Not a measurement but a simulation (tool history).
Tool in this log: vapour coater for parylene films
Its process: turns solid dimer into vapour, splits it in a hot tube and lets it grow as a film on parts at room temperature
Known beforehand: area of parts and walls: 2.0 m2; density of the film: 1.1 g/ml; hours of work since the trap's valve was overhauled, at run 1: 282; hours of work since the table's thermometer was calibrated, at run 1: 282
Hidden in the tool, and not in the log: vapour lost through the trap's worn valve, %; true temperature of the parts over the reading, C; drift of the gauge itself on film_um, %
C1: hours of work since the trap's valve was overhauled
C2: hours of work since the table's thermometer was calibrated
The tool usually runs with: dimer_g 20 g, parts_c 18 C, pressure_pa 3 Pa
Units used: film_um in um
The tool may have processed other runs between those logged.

run 1 hour=0 | dimer_g=20 parts_c=18 pressure_pa=3 | C1=282 C2=282 | film_um=5.83
run 2 hour=10.9 | dimer_g=20 parts_c=18 pressure_pa=3 | C1=291 C2=291 | film_um=5.83
run 3 hour=24.8 | dimer_g=20 parts_c=18 pressure_pa=3 | C1=302 C2=302 | film_um=5.82
run 4 hour=34.4 | dimer_g=20 parts_c=18 pressure_pa=3 | C1=310 C2=310 | film_um=5.82
run 5 hour=56.1 | dimer_g=20 parts_c=18 pressure_pa=3 | C1=327 C2=327 | film_um=5.82
-- hour=74.7 trap's valve overhauled
run 6 hour=80.4 | dimer_g=20 parts_c=18 pressure_pa=11.54 | C1=5 C2=343 | film_um=5.32
run 7 hour=98.1 | dimer_g=20 parts_c=18 pressure_pa=11.54 | C1=19 C2=357 | film_um=5.27
run 8 hour=119.1 | dimer_g=20 parts_c=18 pressure_pa=11.54 | C1=35 C2=374 | film_um=5.24
run 9 hour=131.3 | dimer_g=29 parts_c=18 pressure_pa=3 | C1=45 C2=383 | film_um=8.81
run 10 hour=148.8 | dimer_g=29 parts_c=18 pressure_pa=3 | C1=59 C2=397 | film_um=8.81
run 11 hour=168 | dimer_g=20 parts_c=18 pressure_pa=3 | C1=74 C2=412 | film_um=6.06
run 12 hour=190.1 | dimer_g=20 parts_c=18 pressure_pa=3 | C1=92 C2=430 | film_um=6.01
run 13 hour=204.6 | dimer_g=20 parts_c=18 pressure_pa=4.12 | C1=103 C2=441 | film_um=5.82
run 14 hour=218.7 | dimer_g=20 parts_c=18 pressure_pa=4.12 | C1=114 C2=453 | film_um=5.81
run 15 hour=238.2 | dimer_g=20 parts_c=18 pressure_pa=4.12 | C1=130 C2=468 | film_um=5.81
run 16 hour=257.4 | dimer_g=20 parts_c=18 pressure_pa=4.12 | C1=145 C2=483 | film_um=5.78
run 17 hour=270.1 | dimer_g=20 parts_c=18 pressure_pa=4.12 | C1=155 C2=493 | film_um=5.77
run 18 hour=288.5 | dimer_g=20 parts_c=18 pressure_pa=4.12 | C1=170 C2=508 | film_um=5.77
run 19 hour=311.8 | dimer_g=20 parts_c=18 pressure_pa=3 | C1=188 C2=526 | film_um=5.94
run 20 hour=333.3 | dimer_g=20 parts_c=18 pressure_pa=3 | C1=205 C2=543 | film_um=5.9
run 21 hour=345.2 | dimer_g=36 parts_c=18 pressure_pa=3 | C1=214 C2=553 | film_um=10.58
run 22 hour=355.4 | dimer_g=20 parts_c=16 pressure_pa=3 | C1=223 C2=561 | film_um=6.12
run 23 hour=369.6 | dimer_g=20 parts_c=16 pressure_pa=3 | C1=234 C2=572 | film_um=6.15
run 24 hour=381.7 | dimer_g=20 parts_c=16 pressure_pa=3 | C1=243 C2=582 | film_um=6.11
run 25 hour=399.2 | dimer_g=11 parts_c=19 pressure_pa=6.11 | C1=257 C2=596 | film_um=2.92
run 26 hour=415.3 | dimer_g=34 parts_c=19 pressure_pa=6.11 | C1=270 C2=608 | film_um=8.98
run 27 hour=430.8 | dimer_g=34 parts_c=19 pressure_pa=4.98 | C1=282 C2=621 | film_um=9.25
run 28 hour=453.6 | dimer_g=34 parts_c=19 pressure_pa=4.98 | C1=300 C2=639 | film_um=9.19
run 29 hour=475.1 | dimer_g=10 parts_c=23 pressure_pa=9.29 | C1=318 C2=656 | film_um=2.32
run 30 hour=488.1 | dimer_g=10 parts_c=23 pressure_pa=9.29 | C1=328 C2=666 | film_um=2.31
-- hour=504.8 trap's valve overhauled
run 31 hour=504.8 | dimer_g=15 parts_c=20 pressure_pa=6.41 | C1=0 C2=676 | film_um=4.04
run 32 hour=519.8 | dimer_g=22 parts_c=17 pressure_pa=6.41 | C1=12 C2=688 | film_um=6.26
run 33 hour=531.4 | dimer_g=16 parts_c=18 pressure_pa=3 | C1=21 C2=697 | film_um=4.83
run 34 hour=545.5 | dimer_g=16 parts_c=18 pressure_pa=3 | C1=32 C2=709 | film_um=4.81
run 35 hour=567.7 | dimer_g=16 parts_c=18 pressure_pa=3 | C1=50 C2=726 | film_um=4.81
run 36 hour=590.2 | dimer_g=16 parts_c=18 pressure_pa=3 | C1=68 C2=744 | film_um=4.78
run 37 hour=606.3 | dimer_g=30 parts_c=17 pressure_pa=7.98 | C1=80 C2=757 | film_um=8.26
run 38 hour=620.4 | dimer_g=30 parts_c=17 pressure_pa=7.98 | C1=92 C2=768 | film_um=8.22
run 39 hour=633.2 | dimer_g=36 parts_c=19 pressure_pa=3.31 | C1=102 C2=778 | film_um=10.4
run 40 hour=649.2 | dimer_g=36 parts_c=19 pressure_pa=3.31 | C1=114 C2=791 | film_um=10.41
run 41 hour=664.4 | dimer_g=20 parts_c=21 pressure_pa=6.52 | C1=127 C2=803 | film_um=5.14
run 42 hour=680.9 | dimer_g=20 parts_c=21 pressure_pa=6.52 | C1=140 C2=816 | film_um=5.13
run 43 hour=693.6 | dimer_g=20 parts_c=21 pressure_pa=6.52 | C1=150 C2=826 | film_um=5.08
run 44 hour=705.1 | dimer_g=20 parts_c=21 pressure_pa=6.52 | C1=159 C2=835 | film_um=5.12
run 45 hour=719.8 | dimer_g=16 parts_c=16 pressure_pa=4.66 | C1=171 C2=847 | film_um=4.7
run 46 hour=740.2 | dimer_g=16 parts_c=16 pressure_pa=2.14 | C1=187 C2=863 | film_um=5.11

Here are 3 independent what-if runs from the current tool condition. What would each one return?
run A hour=761.5 | dimer_g=16 parts_c=16 pressure_pa=2.4 | C1=204 C2=880 | film_um=?
run B hour=761.5 | dimer_g=20 parts_c=11 pressure_pa=9.59 | C1=204 C2=880 | film_um=?
run C hour=761.5 | dimer_g=16 parts_c=20 pressure_pa=6.26 | C1=204 C2=880 | film_um=?

run=A film_um=5.03
run=B film_um=5.94
run=C film_um=4.16
What these runs would have given with no unlogged condition in the tool:
run=A film_um=5.29
run=B film_um=6.24
run=C film_um=4.38
